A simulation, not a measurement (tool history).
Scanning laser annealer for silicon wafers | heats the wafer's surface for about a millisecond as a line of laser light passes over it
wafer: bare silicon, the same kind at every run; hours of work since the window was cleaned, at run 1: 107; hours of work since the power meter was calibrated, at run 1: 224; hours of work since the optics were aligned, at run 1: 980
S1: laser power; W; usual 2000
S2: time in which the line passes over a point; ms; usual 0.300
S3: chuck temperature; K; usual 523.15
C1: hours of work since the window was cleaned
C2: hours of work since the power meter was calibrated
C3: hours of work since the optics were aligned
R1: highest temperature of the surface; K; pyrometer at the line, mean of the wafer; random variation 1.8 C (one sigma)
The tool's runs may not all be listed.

run 1 hour=0.0 | S1=2000 S2=0.300 S3=523.15 | C1=107 C2=224 C3=980 | R1=1243.15
run 2 hour=9.8 | S1=2000 S2=0.300 S3=523.15 | C1=114 C2=231 C3=987 | R1=1244.15
run 3 hour=15.2 | S1=2000 S2=0.307 S3=523.15 | C1=118 C2=235 C3=991 | R1=1251.15
run 4 hour=21.4 | S1=2000 S2=0.307 S3=533.15 | C1=122 C2=239 C3=995 | R1=1257.15
run 5 hour=29.2 | S1=2000 S2=0.307 S3=533.15 | C1=128 C2=245 C3=1001 | R1=1259.15
run 6 hour=36.9 | S1=2000 S2=0.300 S3=528.15 | C1=133 C2=250 C3=1006 | R1=1245.15
run 7 hour=45.4 | S1=2000 S2=0.297 S3=523.15 | C1=139 C2=256 C3=1012 | R1=1239.15
run 8 hour=52.2 | S1=2000 S2=0.297 S3=523.15 | C1=144 C2=261 C3=1017 | R1=1235.15
run 9 hour=58.7 | S1=2141 S2=0.300 S3=523.15 | C1=149 C2=265 C3=1021 | R1=1284.15
run 10 hour=64.6 | S1=1948 S2=0.269 S3=543.15 | C1=153 C2=270 C3=1026 | R1=1206.15
run 11 hour=74.6 | S1=1849 S2=0.247 S3=497.15 | C1=160 C2=277 C3=1033 | R1=1104.15
run 12 hour=82.6 | S1=2139 S2=0.355 S3=509.15 | C1=165 C2=282 C3=1038 | R1=1337.15
run 13 hour=87.2 | S1=2139 S2=0.355 S3=509.15 | C1=169 C2=286 C3=1042 | R1=1334.15
run 14 hour=93.6 | S1=2016 S2=0.300 S3=523.15 | C1=173 C2=290 C3=1046 | R1=1243.15
run 15 hour=99.0 | S1=2016 S2=0.300 S3=523.15 | C1=177 C2=294 C3=1050 | R1=1245.15
run 16 hour=104.2 | S1=2000 S2=0.379 S3=532.15 | C1=181 C2=298 C3=1054 | R1=1335.15
run 17 hour=114.9 | S1=2000 S2=0.379 S3=532.15 | C1=188 C2=305 C3=1061 | R1=1332.15

The same runs without the tool's hidden state, with the same run-to-run variation:
The hidden state here: light that passes the window, % of a clean one's; laser's true power over the reading, %; width of the line over the set one, %; drift of the gauge itself on peak_c, C.
run=1 R1=1256.15
run=2 R1=1258.15
run=3 R1=1264.15
run=4 R1=1271.15
run=5 R1=1273.15
run=6 R1=1260.15
run=7 R1=1254.15
run=8 R1=1251.15
run=9 R1=1301.15
run=10 R1=1221.15
run=11 R1=1118.15
run=12 R1=1356.15
run=13 R1=1354.15
run=14 R1=1261.15
run=15 R1=1263.15
run=16 R1=1355.15
run=17 R1=1353.15

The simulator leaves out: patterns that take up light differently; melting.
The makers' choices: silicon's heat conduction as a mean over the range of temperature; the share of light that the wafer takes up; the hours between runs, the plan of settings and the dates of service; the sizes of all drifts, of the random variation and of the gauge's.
